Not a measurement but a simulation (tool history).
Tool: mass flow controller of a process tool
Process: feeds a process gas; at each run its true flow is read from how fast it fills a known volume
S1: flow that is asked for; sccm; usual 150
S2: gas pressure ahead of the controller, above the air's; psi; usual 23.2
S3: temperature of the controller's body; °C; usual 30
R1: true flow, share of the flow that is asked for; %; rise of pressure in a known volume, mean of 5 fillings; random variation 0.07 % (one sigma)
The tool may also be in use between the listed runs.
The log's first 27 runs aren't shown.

{"run": 28, "day": 78.908, "S1": 150, "S2": 26.1, "S3": 22, "R1": 99.42}
{"run": 29, "day": 81.171, "S1": 152, "S2": 26.1, "S3": 24, "R1": 99.06}
{"run": 30, "day": 85.225, "S1": 152, "S2": 26.1, "S3": 24, "R1": 99.1}
{"run": 31, "day": 87.538, "S1": 460, "S2": 31.0, "S3": 24, "R1": 100.03}
{"run": 32, "day": 90.396, "S1": 150, "S2": 21.8, "S3": 30, "R1": 98.29}
{"run": 33, "day": 94.412, "S1": 150, "S2": 23.5, "S3": 24, "R1": 99.05}
{"run": 34, "day": 97.267, "S1": 150, "S2": 23.5, "S3": 24, "R1": 99.01}
{"run": 35, "day": 100.067, "S1": 150, "S2": 23.5, "S3": 40, "R1": 97.37}
{"run": 36, "day": 102.192, "S1": 150, "S2": 23.5, "S3": 40, "R1": 97.3}
{"run": 37, "day": 103.9, "S1": 150, "S2": 23.5, "S3": 40, "R1": 97.15}
{"run": 38, "day": 106.633, "S1": 93, "S2": 35.0, "S3": 27, "R1": 98.93}
{"run": 39, "day": 109.479, "S1": 99, "S2": 32.1, "S3": 20, "R1": 99.74}
{"run": 40, "day": 112.388, "S1": 99, "S2": 32.1, "S3": 20, "R1": 99.59}
{"run": 41, "day": 115.454, "S1": 150, "S2": 23.2, "S3": 33, "R1": 98.05}
{"run": 42, "day": 118.112, "S1": 142, "S2": 34.1, "S3": 30, "R1": 98.71}
{"run": 43, "day": 121.929, "S1": 298, "S2": 34.1, "S3": 23, "R1": 99.98}
{"run": 44, "day": 125.758, "S1": 298, "S2": 34.1, "S3": 23, "R1": 100.03}
{"run": 45, "day": 129.5, "S1": 150, "S2": 23.2, "S3": 22, "R1": 99.18}
{"run": 46, "day": 133.475, "S1": 150, "S2": 23.2, "S3": 22, "R1": 99.18}
{"run": 47, "day": 136.625, "S1": 129, "S2": 27.0, "S3": 29, "R1": 98.5}
{"run": 48, "day": 140.45, "S1": 150, "S2": 31.5, "S3": 32, "R1": 98.37}

Forecast each of these 3 alternatives for the next run:
{"run": "A", "day": 142.767, "S1": 185, "S2": 22.0, "S3": 37, "R1": "?"}
{"run": "B", "day": 142.767, "S1": 203, "S2": 31.9, "S3": 24, "R1": "?"}
{"run": "C", "day": 142.767, "S1": 150, "S2": 27.8, "S3": 32, "R1": "?"}

run=A R1=97.54
run=B R1=99.32
run=C R1=98.38
Without the tool's hidden state the same runs would have given:
run=A R1=97.55
run=B R1=99.33
run=C R1=98.39

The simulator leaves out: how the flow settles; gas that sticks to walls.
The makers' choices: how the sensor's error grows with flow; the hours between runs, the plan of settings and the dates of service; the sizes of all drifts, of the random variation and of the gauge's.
